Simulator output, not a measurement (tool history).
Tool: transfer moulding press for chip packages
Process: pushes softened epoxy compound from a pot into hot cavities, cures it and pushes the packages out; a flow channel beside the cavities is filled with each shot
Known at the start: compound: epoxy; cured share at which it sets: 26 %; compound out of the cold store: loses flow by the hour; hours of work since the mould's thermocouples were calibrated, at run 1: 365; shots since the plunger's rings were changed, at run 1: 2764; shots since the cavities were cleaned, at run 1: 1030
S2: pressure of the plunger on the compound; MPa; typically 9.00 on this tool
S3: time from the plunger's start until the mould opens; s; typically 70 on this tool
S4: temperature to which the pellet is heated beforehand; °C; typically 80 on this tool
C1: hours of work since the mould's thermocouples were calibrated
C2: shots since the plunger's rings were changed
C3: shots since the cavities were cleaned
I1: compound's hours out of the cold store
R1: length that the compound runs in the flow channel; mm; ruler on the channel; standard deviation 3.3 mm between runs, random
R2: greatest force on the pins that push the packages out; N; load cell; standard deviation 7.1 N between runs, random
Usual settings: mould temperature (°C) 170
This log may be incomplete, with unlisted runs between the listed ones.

Run 1, hour 0.0: usual settings; C1 365; C2 2764; C3 1030; I1 34.7. Result: R1 920 mm, R2 541 N.
At hour 15.8: cavities cleaned with cleaning compound and waxed.
Run 2, hour 36.6: usual settings; C1 381; C2 3085; C3 191; I1 20.5. Result: R1 957 mm, R2 363 N.
At hour 47.6: plunger's sealing rings changed.
Run 3, hour 62.8: usual settings; C1 391; C2 139; C3 408; I1 25.9. Result: R1 979 mm, R2 407 N.
Run 4, hour 100.7: usual settings; C1 407; C2 486; C3 755; I1 34.0. Result: R1 948 mm, R2 501 N.
At hour 122.5: mould's thermocouples calibrated.
At hour 148.0: cavities cleaned with cleaning compound and waxed.
Run 5, hour 154.7: usual settings but S2 8.98 MPa; C1 13; C2 950; C3 62; I1 13.0. Result: R1 1008 mm, R2 344 N.
Run 6, hour 181.6: usual settings but S2 7.68 MPa; C1 25; C2 1195; C3 307; I1 13.5. Result: R1 926 mm, R2 441 N.
Run 7, hour 219.7: usual settings but S2 7.68 MPa; C1 42; C2 1545; C3 657; I1 29.4. Result: R1 880 mm, R2 513 N.
Run 8, hour 255.8: usual settings but S2 7.68 MPa; C1 57; C2 1875; C3 987; I1 23.1. Result: R1 903 mm, R2 574 N.
At hour 277.1: cavities cleaned with cleaning compound and waxed.
Run 9, hour 282.7: usual settings but S2 7.68 MPa; C1 69; C2 2108; C3 51; I1 8.5. Result: R1 935 mm, R2 331 N.
Run 10, hour 317.4: usual settings but S2 7.68 MPa; C1 84; C2 2426; C3 369; I1 31.6. Result: R1 869 mm, R2 420 N.
Run 11, hour 350.2: usual settings but S2 7.68 MPa, S3 103 s; C1 98; C2 2727; C3 670; I1 31.1. Result: R1 866 mm, R2 335 N.
Run 12, hour 383.4: usual settings but S2 7.68 MPa, S3 103 s; C1 112; C2 3031; C3 974; I1 39.6. Result: R1 840 mm, R2 392 N.
At hour 400.8: plunger's sealing rings changed.
At hour 409.5: cavities cleaned with cleaning compound and waxed.
Run 13, hour 440.2: usual settings; C1 135; C2 347; C3 281; I1 17.1. Result: R1 998 mm, R2 406 N.
Run 14, hour 477.9: usual settings; C1 152; C2 693; C3 627; I1 41.7. Result: R1 923 mm, R2 479 N.
Run 15, hour 525.3: usual settings; C1 173; C2 1127; C3 1061; I1 34.2. Result: R1 941 mm, R2 525 N.
At hour 538.0: cavities cleaned with cleaning compound and waxed.
Run 16, hour 579.6: usual settings but mould temperature (°C) 169, S2 8.68 MPa; C1 196; C2 1611; C3 381; I1 42.8. Result: R1 902 mm, R2 442 N.
Run 17, hour 629.1: usual settings but S2 7.26 MPa, S3 86 s; C1 217; C2 2064; C3 834; I1 45.7. Result: R1 802 mm, R2 386 N.
Run 18, hour 661.7: usual settings but S2 7.26 MPa, S3 86 s; C1 231; C2 2363; C3 1133; I1 36.9. Result: R1 829 mm, R2 429 N.
At hour 666.0: cavities cleaned with cleaning compound and waxed.
Run 19, hour 687.4: usual settings but mould temperature (°C) 176, S2 7.26 MPa, S3 77 s, S4 76 °C; C1 242; C2 2585; C3 196; I1 21.2. Result: R1 856 mm, R2 282 N.
Run 20, hour 721.2: usual settings but mould temperature (°C) 166, S2 8.89 MPa, S3 61 s, S4 82 °C; C1 257; C2 2895; C3 506; I1 32.7. Result: R1 929 mm, R2 836 N.
At hour 753.8: plunger's sealing rings changed.
Run 21, hour 780.2: usual settings but mould temperature (°C) 166, S2 8.89 MPa, S3 61 s, S4 82 °C; C1 281; C2 243; C3 1024; I1 40.5. Result: R1 932 mm, R2 1019 N.
At hour 799.0: cavities cleaned with cleaning compound and waxed.
Run 22, hour 833.7: usual settings but mould temperature (°C) 166, S2 8.89 MPa, S3 61 s, S4 82 °C; C1 304; C2 719; C3 318; I1 17.2. Result: R1 1002 mm, R2 771 N.
Run 23, hour 869.2: usual settings but mould temperature (°C) 176, S2 6.85 MPa, S3 75 s, S4 87 °C; C1 320; C2 1044; C3 643; I1 17.0. Result: R1 863 mm, R2 352 N.
Run 24, hour 906.5: usual settings but mould temperature (°C) 176, S2 7.23 MPa, S3 94 s, S4 87 °C; C1 336; C2 1386; C3 985; I1 17.0. Result: R1 874 mm, R2 374 N.
At hour 929.9: cavities cleaned with cleaning compound and waxed.
Run 25, hour 948.5: usual settings but mould temperature (°C) 176, S2 7.23 MPa, S3 83 s, S4 87 °C; C1 353; C2 1757; C3 170; I1 8.4. Result: R1 904 mm, R2 251 N.
Run 26, hour 979.8: usual settings but S2 8.13 MPa, S3 51 s, S4 88 °C; C1 367; C2 2044; C3 457; I1 30.1. Result: R1 898 mm, R2 914 N.
Run 27, hour 1017.2: usual settings but S2 7.52 MPa, S3 60 s, S4 76 °C; C1 383; C2 2386; C3 799; I1 37.4. Result: R1 837 mm, R2 757 N.
Run 28, hour 1047.3: usual settings but S2 10.90 MPa, S4 75 °C; C1 397; C2 2662; C3 1075; I1 34.1. Result: R1 1015 mm, R2 547 N.

Describe how what the log doesn't record of the tool's condition differs between the last listed run preceding each entry between runs and the first listed run following it.
Run 1 -> run 2: cavities cleaned with cleaning compound and waxed (hour 15.8)
  true mould temperature over the reading, C: 0.66 -> 0.69; pressure that reaches the compound, % of what is set: 93.32 -> 92.7; grip of the stained cavities, % over clean ones': 83.1 -> 25.1
  measured value less the no-hidden-state value, R1: -34 -> -39 mm; R2: +233 -> +61 N
Run 2 -> run 3: plunger's sealing rings changed (hour 47.6)
  true mould temperature over the reading, C: 0.69 -> 0.7; pressure that reaches the compound, % of what is set: 92.7 -> 99.55; grip of the stained cavities, % over clean ones': 25.1 -> 49.3
  measured value less the no-hidden-state value, R1: -39 -> -4 mm; R2: +61 -> +124 N
Run 4 -> run 5: mould's thermocouples calibrated (hour 122.5); cavities cleaned with cleaning compound and waxed (hour 148.0)
  true mould temperature over the reading, C: 0.73 -> 0.05; pressure that reaches the compound, % of what is set: 98.81 -> 97.88; grip of the stained cavities, % over clean ones': 75.7 -> 14.7
  measured value less the no-hidden-state value, R1: -8 -> -11 mm; R2: +202 -> +43 N
Run 8 -> run 9: cavities cleaned with cleaning compound and waxed (hour 277.1)
  true mould temperature over the reading, C: 0.11 -> 0.12; pressure that reaches the compound, % of what is set: 96.28 -> 95.85; grip of the stained cavities, % over clean ones': 89.3 -> 12
  measured value less the no-hidden-state value, R1: -17 -> -20 mm; R2: +270 -> +34 N
Run 12 -> run 13: plunger's sealing rings changed (hour 400.8); cavities cleaned with cleaning compound and waxed (hour 409.5)
  true mould temperature over the reading, C: 0.19 -> 0.22; pressure that reaches the compound, % of what is set: 94.19 -> 98.78; grip of the stained cavities, % over clean ones': 87.3 -> 35.2
  measured value less the no-hidden-state value, R1: -26 -> -7 mm; R2: +181 -> +100 N
Run 15 -> run 16: cavities cleaned with cleaning compound and waxed (hour 538.0)
  true mould temperature over the reading, C: 0.27 -> 0.31; pressure that reaches the compound, % of what is set: 97.15 -> 96.25; grip of the stained cavities, % over clean ones': 92.3 -> 45
  measured value less the no-hidden-state value, R1: -14 -> -18 mm; R2: +250 -> +132 N
Run 18 -> run 19: cavities cleaned with cleaning compound and waxed (hour 666.0)
  true mould temperature over the reading, C: 0.36 -> 0.38; pressure that reaches the compound, % of what is set: 94.78 -> 94.32; grip of the stained cavities, % over clean ones': 93 -> 29.1
  measured value less the no-hidden-state value, R1: -23 -> -26 mm; R2: +203 -> +62 N
Run 20 -> run 21: plunger's sealing rings changed (hour 753.8)
  true mould temperature over the reading, C: 0.4 -> 0.43; pressure that reaches the compound, % of what is set: 93.63 -> 99.12; grip of the stained cavities, % over clean ones': 59.5 -> 91.6
  measured value less the no-hidden-state value, R1: -32 -> -5 mm; R2: +298 -> +472 N
Run 21 -> run 22: cavities cleaned with cleaning compound and waxed (hour 799.0)
  true mould temperature over the reading, C: 0.43 -> 0.47; pressure that reaches the compound, % of what is set: 99.12 -> 98.11; grip of the stained cavities, % over clean ones': 91.6 -> 38.9
  measured value less the no-hidden-state value, R1: -5 -> -11 mm; R2: +472 -> +199 N
Run 24 -> run 25: cavities cleaned with cleaning compound and waxed (hour 929.9)
  true mould temperature over the reading, C: 0.52 -> 0.54; pressure that reaches the compound, % of what is set: 96.83 -> 96.03; grip of the stained cavities, % over clean ones': 87.9 -> 27.1
  measured value less the no-hidden-state value, R1: -15 -> -20 mm; R2: +175 -> +53 N

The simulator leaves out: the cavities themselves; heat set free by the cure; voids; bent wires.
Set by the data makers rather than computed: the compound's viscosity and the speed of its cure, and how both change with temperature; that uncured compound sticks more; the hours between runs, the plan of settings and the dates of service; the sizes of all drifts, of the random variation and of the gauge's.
